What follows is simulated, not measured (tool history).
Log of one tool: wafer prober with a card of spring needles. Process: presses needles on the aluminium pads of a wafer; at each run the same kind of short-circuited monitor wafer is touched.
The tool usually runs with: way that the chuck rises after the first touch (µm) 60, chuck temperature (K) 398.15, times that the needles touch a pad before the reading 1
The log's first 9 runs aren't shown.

run,hour,way that the chuck rises after the first touch (µm),chuck temperature (K),times that the needles touch a pad before the reading,resistance of one needle with its contact and lead (mohm),way that a needle slides on the pad (µm)
# hour 350.6: tips cleaned on abrasive film
10,364,60,398.15,1,290,12.791
# hour 376.9: tips cleaned on abrasive film
11,395.8,60,398.15,1,291,12.805
# hour 404: tips cleaned on abrasive film
# hour 429.2: tips cleaned on abrasive film
12,446.7,60,398.15,1,287,12.793
# hour 453.3: tips cleaned on abrasive film
# hour 464.4: height of the first contact set anew
13,474.4,60,398.15,1,283,12.782
# hour 479.7: tips cleaned on abrasive film
14,502.8,60,398.15,1,290,12.775
# hour 508: tips cleaned on abrasive film
# hour 534.2: tips cleaned on abrasive film
15,555,60,398.15,1,289,12.769
# hour 559.3: tips cleaned on abrasive film
# hour 585: tips cleaned on abrasive film
16,597.4,60,330.15,3,260,12.758
# hour 612.4: tips cleaned on abrasive film
17,634.1,79,314.15,3,255,16.779
# hour 637.9: tips cleaned on abrasive film
# hour 661.1: height of the first contact set anew
# hour 664.8: tips cleaned on abrasive film
18,674.7,79,314.15,3,256,16.764
# hour 689: tips cleaned on abrasive film
# hour 716.4: tips cleaned on abrasive film
19,728.1,60,346.15,2,270,12.723
# hour 743.9: tips cleaned on abrasive film
20,753.9,60,394.15,2,283,12.717
# hour 769.2: tips cleaned on abrasive film
# hour 794.5: tips cleaned on abrasive film
21,798.7,60,394.15,2,286,12.702
# hour 819.8: tips cleaned on abrasive film
22,840.1,60,377.15,2,286,12.694
# hour 845.1: tips cleaned on abrasive film
# hour 857.5: height of the first contact set anew
# hour 870.7: tips cleaned on abrasive film
23,885.6,53,398.15,2,289,11.211
# hour 897: tips cleaned on abrasive film
24,917.6,52,398.15,2,292,10.975
# hour 922.1: tips cleaned on abrasive film
# hour 948.3: tips cleaned on abrasive film
25,948.3,60,398.15,1,282,12.67
26,971.2,60,398.15,1,288,12.657
# hour 975.3: tips cleaned on abrasive film
# hour 1001: tips cleaned on abrasive film
27,1001,50,394.15,2,292,10.539
# hour 1026.7: tips cleaned on abrasive film
28,1047.9,65,341.15,2,266,13.689
# hour 1052.3: tips cleaned on abrasive film
# hour 1055.5: height of the first contact set anew
29,1075.8,48,331.15,1,276,10.119
# hour 1078.4: tips cleaned on abrasive film
# hour 1103.9: tips cleaned on abrasive film
30,1121,59,362.15,2,275,12.424

What if the next run were any one of these 3? Each begins from the tool's condition after run 30:
# hour 1128: tips cleaned on abrasive film
A,1148.4,48,362.15,2,?,?
# hour 1128: tips cleaned on abrasive film
B,1148.4,80,362.15,2,?,?
# hour 1128: tips cleaned on abrasive film
C,1148.4,70,362.15,2,?,?

run,resistance of one needle with its contact and lead (mohm),way that a needle slides on the pad (µm)
A,286,10.095
B,271,16.831
C,271,14.717
Without the tool's unlogged condition, the same runs would have read:
run,resistance of one needle with its contact and lead (mohm),way that a needle slides on the pad (µm)
A,285,10.312
B,270,17.191
C,270,15.032
